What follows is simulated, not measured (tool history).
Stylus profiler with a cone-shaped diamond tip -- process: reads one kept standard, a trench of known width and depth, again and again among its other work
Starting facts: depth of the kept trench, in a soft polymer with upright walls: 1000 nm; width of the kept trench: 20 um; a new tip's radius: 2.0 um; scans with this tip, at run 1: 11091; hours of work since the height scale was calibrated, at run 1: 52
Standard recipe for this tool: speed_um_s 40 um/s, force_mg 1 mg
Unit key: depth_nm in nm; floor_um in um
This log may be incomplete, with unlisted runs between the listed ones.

| run | hour | speed_um_s | force_mg | scans with this tip | hours of work since the height scale was calibrated | depth_nm | floor_um |
|---|---|---|---|---|---|---|---|
| 1 | 0 | 40 | 1 | 11091 | 52 | 1008.09 | 15.34 |
| 2 | 105.1 | 40 | 1 | 11716 | 107 | 1008.38 | 15.28 |
| 3 | 195.2 | 40 | 1 | 12251 | 154 | 1009.11 | 15.24 |
| 4 | 295.4 | 40 | 1 | 12846 | 206 | 1009.18 | 15.14 |
| 5 | 358.7 | 40 | 1 | 13223 | 239 | 1009.25 | 15.18 |
| 6 | 427.5 | 40 | 1 | 13632 | 275 | 1009.31 | 15.09 |
| 7 | 534 | 102 | 1 | 14265 | 331 | 1009.4 | 14.85 |
| 8 | 651.7 | 115 | 1 | 14964 | 392 | 1009.07 | 14.76 |
| 9 | 733.2 | 115 | 1 | 15449 | 435 | 1009.32 | 14.72 |
|  | 740.4 | height scale calibrated on a step standard |
|  | 790.9 | new tip fitted, height scale calibrated |
| 10 | 793.7 | 59 | 1.96 | 16 | 1 | 1012.69 | 16.45 |
| 11 | 873.3 | 59 | 1.96 | 490 | 43 | 1012.85 | 16.41 |
| 12 | 944.2 | 59 | 1.96 | 911 | 80 | 1012.95 | 16.37 |
| 13 | 1029.9 | 59 | 1.96 | 1420 | 125 | 1013.2 | 16.34 |
| 14 | 1131.3 | 59 | 1.96 | 2023 | 177 | 1013.04 | 16.23 |
|  | 1162.1 | height scale calibrated on a step standard, once more |
| 15 | 1198.4 | 37 | 1.55 | 2419 | 19 | 1011.33 | 16.23 |
| 16 | 1313 | 37 | 1.55 | 3100 | 79 | 1011.2 | 16.23 |
| 17 | 1423.9 | 37 | 1.55 | 3759 | 137 | 1011.22 | 16.1 |

What if the next run were any one of these 3? Each begins from the tool's condition after run 17:
| A | 1498.4 | 62 | 0.55 | 4202 | 175 | ? | ? |
| B | 1498.4 | 17 | 1.71 | 4202 | 175 | ? | ? |
| C | 1498.4 | 92 | 1.91 | 4202 | 175 | ? | ? |

| run | depth_nm | floor_um |
|---|---|---|
| A | 1005.9 | 15.9 |
| B | 1012.49 | 16.16 |
| C | 1013.6 | 15.9 |
Stripped of hidden state, with their random variation kept, the same runs would have yielded:
| run | depth_nm | floor_um |
|---|---|---|
| A | 1005.38 | 16.24 |
| B | 1011.97 | 16.5 |
| C | 1013.08 | 16.24 |
